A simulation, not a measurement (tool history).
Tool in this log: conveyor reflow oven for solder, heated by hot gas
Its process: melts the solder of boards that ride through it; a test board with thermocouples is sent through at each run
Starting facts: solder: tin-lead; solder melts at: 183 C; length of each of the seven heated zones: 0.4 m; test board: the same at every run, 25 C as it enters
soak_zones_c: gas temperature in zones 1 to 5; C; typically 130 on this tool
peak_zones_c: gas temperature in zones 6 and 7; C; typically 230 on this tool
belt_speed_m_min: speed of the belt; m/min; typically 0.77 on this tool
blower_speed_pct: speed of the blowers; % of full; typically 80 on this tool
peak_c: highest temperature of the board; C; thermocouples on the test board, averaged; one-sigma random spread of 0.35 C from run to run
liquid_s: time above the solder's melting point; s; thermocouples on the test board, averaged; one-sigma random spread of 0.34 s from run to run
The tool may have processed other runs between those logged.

| run | day | soak_zones_c | peak_zones_c | belt_speed_m_min | blower_speed_pct | peak_c | liquid_s |
|---|---|---|---|---|---|---|---|
| 1 | 0 | 130 | 230 | 0.77 | 80 | 211.5 | 40 |
| 2 | 1.125 | 130 | 230 | 0.77 | 80 | 211 | 39.4 |
| 3 | 1.917 | 130 | 230 | 0.77 | 80 | 211.4 | 39.5 |
| 4 | 2.838 | 130 | 230 | 0.77 | 80 | 211.1 | 39.8 |
| 5 | 3.354 | 130 | 230 | 0.77 | 80 | 210.9 | 39.7 |
| 6 | 3.962 | 130 | 229 | 0.77 | 80 | 210.4 | 38.9 |
| 7 | 4.967 | 137 | 230 | 0.77 | 80 | 212.4 | 42.4 |
| 8 | 5.471 | 137 | 230 | 0.77 | 80 | 212.5 | 41.7 |
| 9 | 6.25 | 130 | 230 | 0.77 | 80 | 210.8 | 39.1 |
| 10 | 6.925 | 139 | 230 | 0.77 | 80 | 212.2 | 43.4 |
| 11 | 7.962 | 139 | 230 | 0.77 | 80 | 212.7 | 43.7 |
| 12 | 8.808 | 139 | 230 | 0.77 | 80 | 212.6 | 43.3 |
| 13 | 9.5 | 139 | 230 | 0.77 | 80 | 212.8 | 42.6 |
| 14 | 10.504 | 136 | 230 | 0.713 | 89 | 215.8 | 49.8 |
| 15 | 11.375 | 130 | 225 | 0.872 | 79 | 201.9 | 26.6 |
| 16 | 12.462 | 115 | 225 | 0.799 | 79 | 200.8 | 26 |
| 17 | 13.029 | 130 | 228 | 0.77 | 66 | 203.1 | 31.2 |
| 18 | 14.125 | 130 | 241 | 0.901 | 62 | 203.7 | 26.6 |
| 19 | 14.696 | 130 | 241 | 0.901 | 62 | 204.1 | 27 |
| 20 | 15.35 | 129 | 230 | 0.77 | 53 | 198 | 24.7 |
|  | 16.367 | flux residue cleaned out of gas plates and filters |
| 21 | 16.367 | 130 | 225 | 0.77 | 80 | 208.2 | 37.8 |
| 22 | 16.958 | 139 | 230 | 0.712 | 52 | 206 | 39.2 |
| 23 | 17.688 | 139 | 230 | 0.712 | 85 | 217.5 | 51.8 |
| 24 | 18.5 | 134 | 230 | 0.811 | 80 | 210.5 | 39.2 |
| 25 | 19.604 | 121 | 236 | 0.811 | 80 | 213.1 | 37.3 |
| 26 | 20.075 | 121 | 236 | 0.811 | 80 | 213.2 | 37.1 |

Measured result minus the same run's result without the hidden state. Both carry the same run-to-run variation, though not necessarily the same gauge scatter:
The tool's hidden condition here consists of: heat that the gas passes to the board, % of a clean oven's; belt's true speed, % of the reading; true gas temperature in zones 6 and 7 over the reading, C; drift of the gauge itself on peak_c, C; drift of the gauge itself on liquid_s, %.
| run | peak_c | liquid_s |
|---|---|---|
| 1 | -0.1 | -0.1 |
| 2 | -0.1 | -0.2 |
| 3 | -0.2 | -0.3 |
| 4 | -0.3 | -0.4 |
| 5 | -0.4 | -0.4 |
| 6 | -0.4 | -0.5 |
| 7 | -0.5 | -0.5 |
| 8 | -0.5 | -0.5 |
| 9 | -0.7 | -0.7 |
| 10 | -0.6 | -0.7 |
| 11 | -0.7 | -0.7 |
| 12 | -0.8 | -0.8 |
| 13 | -0.8 | -0.8 |
| 14 | -0.9 | -0.8 |
| 15 | -1.3 | -1.6 |
| 16 | -1.6 | -1.9 |
| 17 | -1.2 | -1.5 |
| 18 | -1.8 | -1.7 |
| 19 | -1.9 | -1.8 |
| 20 | -1.2 | -1.7 |
| 21 | +1 | +1 |
| 22 | +0.9 | +1 |
| 23 | +0.9 | +0.8 |
| 24 | +0.7 | +0.6 |
| 25 | +0.6 | +0.5 |
| 26 | +0.5 | +0.5 |
